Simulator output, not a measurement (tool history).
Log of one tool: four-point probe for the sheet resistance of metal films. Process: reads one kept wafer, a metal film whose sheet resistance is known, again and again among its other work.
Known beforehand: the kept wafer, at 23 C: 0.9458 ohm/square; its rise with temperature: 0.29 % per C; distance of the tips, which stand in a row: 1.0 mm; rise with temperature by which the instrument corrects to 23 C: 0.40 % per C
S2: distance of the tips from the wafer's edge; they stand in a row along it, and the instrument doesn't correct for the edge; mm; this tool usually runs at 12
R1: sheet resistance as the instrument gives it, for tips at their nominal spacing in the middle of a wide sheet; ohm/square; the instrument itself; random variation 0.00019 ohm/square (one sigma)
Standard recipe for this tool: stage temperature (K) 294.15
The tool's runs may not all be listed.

{"run": 1, "hour": 0.0, "stage temperature (K)": 294.15, "S2": 12, "R1": 0.951411}
{"run": 2, "hour": 67.9, "stage temperature (K)": 294.15, "S2": 12, "R1": 0.951524}
{"run": 3, "hour": 192.0, "stage temperature (K)": 294.15, "S2": 12, "R1": 0.951455}
{"run": 4, "hour": 301.9, "stage temperature (K)": 294.15, "S2": 63, "R1": 0.947938}
{"run": 5, "hour": 418.0, "stage temperature (K)": 298.15, "S2": 12, "R1": 0.94742}
{"run": 6, "hour": 494.0, "stage temperature (K)": 298.15, "S2": 12, "R1": 0.947144}
{"run": 7, "hour": 599.3, "stage temperature (K)": 306.15, "S2": 12, "R1": 0.938707}
{"run": 8, "hour": 682.3, "stage temperature (K)": 306.15, "S2": 12, "R1": 0.938828}
{"run": 9, "hour": 749.3, "stage temperature (K)": 306.15, "S2": 12, "R1": 0.938629}
{"run": 10, "hour": 837.7, "stage temperature (K)": 306.15, "S2": 12, "R1": 0.938799}
{"run": 11, "hour": 928.4, "stage temperature (K)": 306.15, "S2": 12, "R1": 0.938645}
{"run": 12, "hour": 1051.3, "stage temperature (K)": 306.15, "S2": 12, "R1": 0.938723}
{"run": 13, "hour": 1112.5, "stage temperature (K)": 306.15, "S2": 12, "R1": 0.938607}
{"run": 14, "hour": 1172.7, "stage temperature (K)": 294.15, "S2": 12, "R1": 0.951449}
{"run": 15, "hour": 1271.2, "stage temperature (K)": 299.15, "S2": 12, "R1": 0.945669}
{"run": 16, "hour": 1350.4, "stage temperature (K)": 294.15, "S2": 12, "R1": 0.951547}
{"run": 17, "hour": 1409.4, "stage temperature (K)": 294.15, "S2": 12, "R1": 0.951182}
{"run": 18, "hour": 1459.7, "stage temperature (K)": 294.15, "S2": 12, "R1": 0.951365}
{"run": 19, "hour": 1542.7, "stage temperature (K)": 294.15, "S2": 12, "R1": 0.951248}
{"hour": 1631.5, "done": "new probe head fitted"}
{"run": 20, "hour": 1661.1, "stage temperature (K)": 294.15, "S2": 12, "R1": 0.951425}
{"run": 21, "hour": 1769.0, "stage temperature (K)": 294.15, "S2": 12, "R1": 0.951812}
{"run": 22, "hour": 1893.8, "stage temperature (K)": 294.15, "S2": 32, "R1": 0.948577}
{"run": 23, "hour": 2006.5, "stage temperature (K)": 294.15, "S2": 24, "R1": 0.94901}
{"run": 24, "hour": 2058.3, "stage temperature (K)": 294.15, "S2": 24, "R1": 0.948957}
{"run": 25, "hour": 2124.8, "stage temperature (K)": 305.15, "S2": 54, "R1": 0.936391}
{"run": 26, "hour": 2218.8, "stage temperature (K)": 300.15, "S2": 19, "R1": 0.94304}
{"run": 27, "hour": 2270.3, "stage temperature (K)": 304.15, "S2": 59, "R1": 0.937499}
{"run": 28, "hour": 2360.3, "stage temperature (K)": 304.15, "S2": 59, "R1": 0.937656}
{"hour": 2370.9, "done": "stage's thermometer calibrated"}
{"run": 29, "hour": 2436.3, "stage temperature (K)": 292.15, "S2": 18, "R1": 0.951951}
{"run": 30, "hour": 2551.1, "stage temperature (K)": 302.15, "S2": 4, "R1": 0.969976}
{"run": 31, "hour": 2670.8, "stage temperature (K)": 294.15, "S2": 36, "R1": 0.948377}
{"run": 32, "hour": 2765.4, "stage temperature (K)": 294.15, "S2": 36, "R1": 0.948233}
{"run": 33, "hour": 2860.4, "stage temperature (K)": 303.15, "S2": 28, "R1": 0.93915}
{"run": 34, "hour": 2943.0, "stage temperature (K)": 297.15, "S2": 12, "R1": 0.94854}
{"run": 35, "hour": 3033.6, "stage temperature (K)": 297.15, "S2": 12, "R1": 0.948164}
{"run": 36, "hour": 3137.5, "stage temperature (K)": 297.15, "S2": 3, "R1": 0.997748}
{"run": 37, "hour": 3231.6, "stage temperature (K)": 307.15, "S2": 7, "R1": 0.944411}
{"run": 38, "hour": 3318.0, "stage temperature (K)": 307.15, "S2": 7, "R1": 0.944377}
{"run": 39, "hour": 3399.2, "stage temperature (K)": 293.15, "S2": 9, "R1": 0.955156}
{"run": 40, "hour": 3469.6, "stage temperature (K)": 298.15, "S2": 11, "R1": 0.947958}
{"run": 41, "hour": 3568.8, "stage temperature (K)": 298.15, "S2": 11, "R1": 0.947783}
{"run": 42, "hour": 3673.3, "stage temperature (K)": 298.15, "S2": 11, "R1": 0.947941}
{"run": 43, "hour": 3796.0, "stage temperature (K)": 298.15, "S2": 11, "R1": 0.947826}
{"run": 44, "hour": 3886.1, "stage temperature (K)": 298.15, "S2": 20, "R1": 0.944586}

Per-run results on a tool with no hidden state, each run keeping its own random variation:
The hidden state here: inner tips' distance over the nominal, %; tips' flats over new ones', %; wafer's true temperature over the reading, C; drift of the gauge itself on sheet_ohm, %.
run=1 R1=0.951564
run=2 R1=0.951678
run=3 R1=0.951613
run=4 R1=0.948099
run=5 R1=0.947583
run=6 R1=0.94731
run=7 R1=0.938875
run=8 R1=0.938997
run=9 R1=0.9388
run=10 R1=0.938973
run=11 R1=0.938822
run=12 R1=0.938903
run=13 R1=0.938789
run=14 R1=0.951636
run=15 R1=0.945858
run=16 R1=0.951739
run=17 R1=0.951376
run=18 R1=0.951561
run=19 R1=0.951445
run=20 R1=0.951408
run=21 R1=0.951797
run=22 R1=0.948566
run=23 R1=0.949003
run=24 R1=0.948952
run=25 R1=0.936388
run=26 R1=0.943039
run=27 R1=0.9375
run=28 R1=0.937659
run=29 R1=0.951944
run=30 R1=0.969972
run=31 R1=0.948378
run=32 R1=0.948236
run=33 R1=0.939156
run=34 R1=0.948548
run=35 R1=0.948175
run=36 R1=0.997762
run=37 R1=0.944427
run=38 R1=0.944396
run=39 R1=0.955177
run=40 R1=0.947982
run=41 R1=0.94781
run=42 R1=0.94797
run=43 R1=0.947859
run=44 R1=0.944621

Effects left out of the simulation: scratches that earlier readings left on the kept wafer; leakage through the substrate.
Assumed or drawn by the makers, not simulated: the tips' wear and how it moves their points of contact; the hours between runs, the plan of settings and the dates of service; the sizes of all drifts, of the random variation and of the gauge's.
